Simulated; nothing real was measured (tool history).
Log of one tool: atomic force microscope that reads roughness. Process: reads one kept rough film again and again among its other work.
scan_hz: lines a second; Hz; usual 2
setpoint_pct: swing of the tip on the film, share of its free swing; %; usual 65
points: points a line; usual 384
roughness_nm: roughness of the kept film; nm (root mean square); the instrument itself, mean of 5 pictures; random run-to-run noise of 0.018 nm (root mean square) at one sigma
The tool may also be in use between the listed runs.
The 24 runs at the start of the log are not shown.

run 25 hour=258.3 | scan_hz=2 setpoint_pct=65 points=259 | roughness_nm=4.085
run 26 hour=266.8 | scan_hz=2 setpoint_pct=65 points=374 | roughness_nm=4.082
run 27 hour=274.7 | scan_hz=2 setpoint_pct=83 points=384 | roughness_nm=3.858
run 28 hour=286.8 | scan_hz=1.74 setpoint_pct=59 points=311 | roughness_nm=4.015
-- hour=288.7 new tip fitted
run 29 hour=300.6 | scan_hz=0.63 setpoint_pct=89 points=384 | roughness_nm=4.326
run 30 hour=307.2 | scan_hz=0.63 setpoint_pct=89 points=384 | roughness_nm=4.285
run 31 hour=317.7 | scan_hz=0.63 setpoint_pct=89 points=384 | roughness_nm=4.185
run 32 hour=329.6 | scan_hz=2.49 setpoint_pct=61 points=384 | roughness_nm=4.126
run 33 hour=339.6 | scan_hz=2.41 setpoint_pct=80 points=515 | roughness_nm=3.892
run 34 hour=351.9 | scan_hz=2.41 setpoint_pct=80 points=515 | roughness_nm=3.856
-- hour=361.1 new tip fitted
run 35 hour=367.5 | scan_hz=0.77 setpoint_pct=65 points=384 | roughness_nm=4.401
run 36 hour=380.9 | scan_hz=1.58 setpoint_pct=65 points=838 | roughness_nm=4.308

What will run 37 give?
run 37 hour=387.3 | scan_hz=1.58 setpoint_pct=65 points=838 | roughness_nm=?

roughness_nm: 4.257 nm (root mean square)
The same run, on a tool lacking any hidden state, would have yielded roughness_nm 4.461 nm (root mean square).
